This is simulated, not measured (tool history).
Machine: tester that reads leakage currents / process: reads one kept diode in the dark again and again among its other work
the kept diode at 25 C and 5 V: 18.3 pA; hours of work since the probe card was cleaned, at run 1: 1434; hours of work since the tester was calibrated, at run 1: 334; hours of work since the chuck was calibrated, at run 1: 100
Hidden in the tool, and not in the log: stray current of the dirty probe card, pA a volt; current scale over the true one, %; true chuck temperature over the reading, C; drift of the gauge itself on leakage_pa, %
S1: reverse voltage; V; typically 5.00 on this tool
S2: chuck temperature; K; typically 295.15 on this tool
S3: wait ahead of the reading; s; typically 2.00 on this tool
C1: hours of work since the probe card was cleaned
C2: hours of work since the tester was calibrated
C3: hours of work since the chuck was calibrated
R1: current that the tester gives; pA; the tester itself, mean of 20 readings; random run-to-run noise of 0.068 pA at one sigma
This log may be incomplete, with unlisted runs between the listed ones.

{"run": 1, "hour": 0.0, "S1": 5.0, "S2": 295.15, "S3": 2.0, "C1": 1434, "C2": 334, "C3": 100, "R1": 21.53}
{"run": 2, "hour": 23.9, "S1": 5.0, "S2": 295.15, "S3": 2.0, "C1": 1445, "C2": 345, "C3": 111, "R1": 21.63}
{"run": 3, "hour": 53.8, "S1": 5.0, "S2": 295.15, "S3": 2.0, "C1": 1458, "C2": 358, "C3": 124, "R1": 21.81}
{"run": 4, "hour": 70.1, "S1": 5.0, "S2": 295.15, "S3": 2.0, "C1": 1465, "C2": 365, "C3": 131, "R1": 21.88}
{"run": 5, "hour": 107.8, "S1": 5.0, "S2": 295.15, "S3": 9.86, "C1": 1482, "C2": 382, "C3": 148, "R1": 21.25}
{"run": 6, "hour": 124.7, "S1": 5.0, "S2": 295.15, "S3": 9.86, "C1": 1489, "C2": 389, "C3": 156, "R1": 21.25}
{"run": 7, "hour": 160.8, "S1": 5.0, "S2": 329.15, "S3": 2.0, "C1": 1505, "C2": 405, "C3": 172, "R1": 156.19}
{"run": 8, "hour": 186.7, "S1": 7.85, "S2": 329.15, "S3": 2.0, "C1": 1517, "C2": 417, "C3": 183, "R1": 193.1}
{"run": 9, "hour": 203.5, "S1": 7.85, "S2": 329.15, "S3": 2.0, "C1": 1524, "C2": 424, "C3": 191, "R1": 194.07}
{"run": 10, "hour": 235.9, "S1": 7.85, "S2": 329.15, "S3": 2.0, "C1": 1539, "C2": 439, "C3": 205, "R1": 193.72}
{"run": 11, "hour": 265.8, "S1": 7.85, "S2": 329.15, "S3": 2.0, "C1": 1552, "C2": 452, "C3": 218, "R1": 193.27}
{"run": 12, "hour": 299.0, "S1": 7.85, "S2": 329.15, "S3": 2.0, "C1": 1567, "C2": 467, "C3": 233, "R1": 194.53}
{"run": 13, "hour": 320.2, "S1": 5.0, "S2": 295.15, "S3": 2.0, "C1": 1576, "C2": 476, "C3": 242, "R1": 22.22}
{"run": 14, "hour": 347.6, "S1": 5.0, "S2": 295.15, "S3": 2.0, "C1": 1588, "C2": 488, "C3": 254, "R1": 22.34}
{"run": 15, "hour": 375.7, "S1": 5.0, "S2": 295.15, "S3": 2.0, "C1": 1601, "C2": 501, "C3": 267, "R1": 22.37}
{"run": 16, "hour": 406.9, "S1": 5.0, "S2": 296.15, "S3": 2.0, "C1": 1615, "C2": 514, "C3": 281, "R1": 23.54}
{"hour": 431.7, "done": "probe card cleaned and baked"}
{"run": 17, "hour": 445.4, "S1": 5.0, "S2": 297.15, "S3": 2.0, "C1": 6, "C2": 530, "C3": 297, "R1": 17.7}
{"run": 18, "hour": 463.8, "S1": 5.0, "S2": 295.15, "S3": 2.0, "C1": 14, "C2": 538, "C3": 305, "R1": 15.41}
{"run": 19, "hour": 480.4, "S1": 5.0, "S2": 295.15, "S3": 2.0, "C1": 22, "C2": 546, "C3": 312, "R1": 15.44}
{"run": 20, "hour": 515.4, "S1": 1.15, "S2": 295.15, "S3": 2.0, "C1": 37, "C2": 561, "C3": 328, "R1": 7.54}
{"run": 21, "hour": 544.3, "S1": 16.43, "S2": 311.15, "S3": 2.71, "C1": 50, "C2": 574, "C3": 340, "R1": 81.6}
{"run": 22, "hour": 563.8, "S1": 16.43, "S2": 311.15, "S3": 2.71, "C1": 59, "C2": 583, "C3": 349, "R1": 82.47}
{"run": 23, "hour": 597.0, "S1": 3.71, "S2": 320.15, "S3": 2.0, "C1": 73, "C2": 597, "C3": 364, "R1": 73.9}
{"run": 24, "hour": 621.1, "S1": 2.59, "S2": 324.15, "S3": 0.53, "C1": 84, "C2": 608, "C3": 374, "R1": 81.88}
{"run": 25, "hour": 655.7, "S1": 2.59, "S2": 324.15, "S3": 0.53, "C1": 99, "C2": 623, "C3": 390, "R1": 81.65}
{"run": 26, "hour": 684.1, "S1": 14.08, "S2": 301.15, "S3": 4.37, "C1": 112, "C2": 636, "C3": 402, "R1": 38.69}
{"run": 27, "hour": 722.6, "S1": 14.08, "S2": 301.15, "S3": 4.37, "C1": 129, "C2": 653, "C3": 419, "R1": 38.8}
{"run": 28, "hour": 750.9, "S1": 14.08, "S2": 301.15, "S3": 4.37, "C1": 142, "C2": 666, "C3": 432, "R1": 39.03}
{"run": 29, "hour": 768.6, "S1": 5.0, "S2": 308.15, "S3": 1.22, "C1": 149, "C2": 674, "C3": 440, "R1": 39.43}
{"run": 30, "hour": 802.0, "S1": 5.0, "S2": 308.15, "S3": 1.22, "C1": 164, "C2": 688, "C3": 455, "R1": 39.04}
{"run": 31, "hour": 831.8, "S1": 1.01, "S2": 296.15, "S3": 5.69, "C1": 178, "C2": 702, "C3": 468, "R1": 7.67}
{"run": 32, "hour": 852.0, "S1": 1.01, "S2": 297.15, "S3": 0.44, "C1": 186, "C2": 711, "C3": 477, "R1": 9.16}

Expected results for the next run?
{"run": 33, "hour": 888.7, "S1": 3.22, "S2": 301.15, "S3": 2.0, "C1": 203, "C2": 727, "C3": 493, "R1": "?"}

Run 33 gave R1 19.62 pA.
If the tool had no hidden condition, the same run with the same run-to-run variation would have returned R1 19.45 pA.

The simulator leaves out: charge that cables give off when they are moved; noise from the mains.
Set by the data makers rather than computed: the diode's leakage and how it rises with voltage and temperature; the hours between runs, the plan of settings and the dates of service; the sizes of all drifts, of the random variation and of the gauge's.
